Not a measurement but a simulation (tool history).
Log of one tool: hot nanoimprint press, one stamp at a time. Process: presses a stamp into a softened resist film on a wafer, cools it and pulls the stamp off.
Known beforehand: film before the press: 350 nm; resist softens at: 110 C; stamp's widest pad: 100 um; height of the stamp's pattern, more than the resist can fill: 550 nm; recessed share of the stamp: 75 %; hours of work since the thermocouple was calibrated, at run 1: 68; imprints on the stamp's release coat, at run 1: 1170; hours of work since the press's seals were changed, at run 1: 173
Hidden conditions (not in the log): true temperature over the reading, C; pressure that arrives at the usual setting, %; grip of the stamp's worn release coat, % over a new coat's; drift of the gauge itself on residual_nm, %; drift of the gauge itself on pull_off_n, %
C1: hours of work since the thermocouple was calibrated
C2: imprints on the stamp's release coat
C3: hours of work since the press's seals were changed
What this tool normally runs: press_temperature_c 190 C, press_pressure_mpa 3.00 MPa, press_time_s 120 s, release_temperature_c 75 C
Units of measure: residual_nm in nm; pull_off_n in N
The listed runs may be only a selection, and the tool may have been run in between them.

run 1 hour=0.0 | press_temperature_c=190 press_pressure_mpa=3.00 press_time_s=120 release_temperature_c=75 | C1=68 C2=1170 C3=173 | residual_nm=177.7 pull_off_n=214
run 2 hour=11.1 | press_temperature_c=190 press_pressure_mpa=3.00 press_time_s=120 release_temperature_c=80 | C1=74 C2=1195 C3=179 | residual_nm=176.3 pull_off_n=206
run 3 hour=20.8 | press_temperature_c=190 press_pressure_mpa=3.00 press_time_s=120 release_temperature_c=80 | C1=79 C2=1216 C3=184 | residual_nm=176.7 pull_off_n=207
run 4 hour=34.8 | press_temperature_c=190 press_pressure_mpa=3.00 press_time_s=120 release_temperature_c=80 | C1=87 C2=1246 C3=192 | residual_nm=176.8 pull_off_n=207
run 5 hour=48.9 | press_temperature_c=190 press_pressure_mpa=3.00 press_time_s=80 release_temperature_c=75 | C1=95 C2=1276 C3=200 | residual_nm=202.6 pull_off_n=224
run 6 hour=58.5 | press_temperature_c=190 press_pressure_mpa=3.00 press_time_s=131 release_temperature_c=75 | C1=100 C2=1297 C3=206 | residual_nm=171.4 pull_off_n=222
run 7 hour=75.4 | press_temperature_c=190 press_pressure_mpa=3.00 press_time_s=131 release_temperature_c=75 | C1=110 C2=1333 C3=215 | residual_nm=169.0 pull_off_n=227
run 8 hour=87.8 | press_temperature_c=190 press_pressure_mpa=3.00 press_time_s=131 release_temperature_c=75 | C1=117 C2=1360 C3=222 | residual_nm=168.3 pull_off_n=230
run 9 hour=103.7 | press_temperature_c=190 press_pressure_mpa=3.00 press_time_s=120 release_temperature_c=75 | C1=126 C2=1395 C3=231 | residual_nm=176.6 pull_off_n=221
run 10 hour=113.4 | press_temperature_c=190 press_pressure_mpa=3.00 press_time_s=120 release_temperature_c=75 | C1=131 C2=1416 C3=236 | residual_nm=175.2 pull_off_n=224
run 11 hour=125.3 | press_temperature_c=190 press_pressure_mpa=3.00 press_time_s=120 release_temperature_c=75 | C1=138 C2=1441 C3=243 | residual_nm=176.7 pull_off_n=221
run 12 hour=135.7 | press_temperature_c=190 press_pressure_mpa=3.00 press_time_s=120 release_temperature_c=61 | C1=144 C2=1464 C3=249 | residual_nm=176.7 pull_off_n=265
run 13 hour=146.2 | press_temperature_c=190 press_pressure_mpa=3.00 press_time_s=120 release_temperature_c=61 | C1=150 C2=1486 C3=255 | residual_nm=176.1 pull_off_n=261
run 14 hour=163.8 | press_temperature_c=190 press_pressure_mpa=3.00 press_time_s=120 release_temperature_c=61 | C1=160 C2=1525 C3=265 | residual_nm=177.5 pull_off_n=267
run 15 hour=178.4 | press_temperature_c=190 press_pressure_mpa=2.73 press_time_s=120 release_temperature_c=75 | C1=168 C2=1556 C3=273 | residual_nm=183.5 pull_off_n=226
run 16 hour=186.3 | press_temperature_c=202 press_pressure_mpa=3.03 press_time_s=120 release_temperature_c=75 | C1=172 C2=1573 C3=277 | residual_nm=130.4 pull_off_n=224
run 17 hour=198.7 | press_temperature_c=192 press_pressure_mpa=3.02 press_time_s=122 release_temperature_c=81 | C1=179 C2=1600 C3=284 | residual_nm=167.2 pull_off_n=217
run 18 hour=212.0 | press_temperature_c=192 press_pressure_mpa=3.02 press_time_s=122 release_temperature_c=81 | C1=187 C2=1629 C3=292 | residual_nm=168.9 pull_off_n=208
run 19 hour=220.4 | press_temperature_c=192 press_pressure_mpa=4.64 press_time_s=122 release_temperature_c=81 | C1=191 C2=1647 C3=297 | residual_nm=138.4 pull_off_n=214
run 20 hour=231.3 | press_temperature_c=185 press_pressure_mpa=1.91 press_time_s=120 release_temperature_c=75 | C1=198 C2=1671 C3=303 | residual_nm=235.8 pull_off_n=227
run 21 hour=247.1 | press_temperature_c=185 press_pressure_mpa=1.91 press_time_s=120 release_temperature_c=75 | C1=206 C2=1705 C3=312 | residual_nm=233.9 pull_off_n=239
run 22 hour=260.5 | press_temperature_c=183 press_pressure_mpa=3.00 press_time_s=118 release_temperature_c=60 | C1=214 C2=1734 C3=319 | residual_nm=214.2 pull_off_n=273
run 23 hour=270.3 | press_temperature_c=190 press_pressure_mpa=3.36 press_time_s=183 release_temperature_c=75 | C1=219 C2=1755 C3=325 | residual_nm=144.2 pull_off_n=227
run 24 hour=284.0 | press_temperature_c=190 press_pressure_mpa=3.36 press_time_s=183 release_temperature_c=75 | C1=227 C2=1784 C3=332 | residual_nm=144.1 pull_off_n=234
run 25 hour=302.9 | press_temperature_c=190 press_pressure_mpa=3.36 press_time_s=183 release_temperature_c=75 | C1=238 C2=1825 C3=343 | residual_nm=144.8 pull_off_n=225
run 26 hour=312.5 | press_temperature_c=190 press_pressure_mpa=4.62 press_time_s=118 release_temperature_c=67 | C1=243 C2=1846 C3=348 | residual_nm=150.2 pull_off_n=253
run 27 hour=325.8 | press_temperature_c=201 press_pressure_mpa=3.20 press_time_s=184 release_temperature_c=75 | C1=251 C2=1875 C3=356 | residual_nm=109.1 pull_off_n=237
-- hour=340.8 stamp cleaned and given a new release coat
run 28 hour=340.8 | press_temperature_c=191 press_pressure_mpa=4.45 press_time_s=134 release_temperature_c=66 | C1=256 C2=0 C3=361 | residual_nm=142.7 pull_off_n=199
run 29 hour=352.7 | press_temperature_c=179 press_pressure_mpa=4.21 press_time_s=172 release_temperature_c=70 | C1=262 C2=26 C3=368 | residual_nm=187.2 pull_off_n=198
run 30 hour=366.8 | press_temperature_c=179 press_pressure_mpa=4.21 press_time_s=172 release_temperature_c=70 | C1=270 C2=56 C3=375 | residual_nm=183.9 pull_off_n=200

The logged runs with the hidden state left out (each run's random variation unchanged):
run=1 residual_nm=175.9 pull_off_n=182
run=2 residual_nm=174.4 pull_off_n=175
run=3 residual_nm=174.8 pull_off_n=175
run=4 residual_nm=174.7 pull_off_n=174
run=5 residual_nm=200.4 pull_off_n=188
run=6 residual_nm=169.1 pull_off_n=186
run=7 residual_nm=166.6 pull_off_n=189
run=8 residual_nm=165.8 pull_off_n=191
run=9 residual_nm=174.0 pull_off_n=183
run=10 residual_nm=172.4 pull_off_n=185
run=11 residual_nm=173.8 pull_off_n=182
run=12 residual_nm=173.7 pull_off_n=217
run=13 residual_nm=173.0 pull_off_n=213
run=14 residual_nm=174.2 pull_off_n=218
run=15 residual_nm=180.1 pull_off_n=183
run=16 residual_nm=127.8 pull_off_n=181
run=17 residual_nm=163.8 pull_off_n=174
run=18 residual_nm=165.2 pull_off_n=167
run=19 residual_nm=134.5 pull_off_n=171
run=20 residual_nm=232.1 pull_off_n=181
run=21 residual_nm=230.2 pull_off_n=190
run=22 residual_nm=209.6 pull_off_n=217
run=23 residual_nm=140.2 pull_off_n=179
run=24 residual_nm=140.0 pull_off_n=184
run=25 residual_nm=140.6 pull_off_n=176
run=26 residual_nm=145.2 pull_off_n=197
run=27 residual_nm=105.8 pull_off_n=185
run=28 residual_nm=137.7 pull_off_n=197
run=29 residual_nm=180.9 pull_off_n=196
run=30 residual_nm=177.5 pull_off_n=197
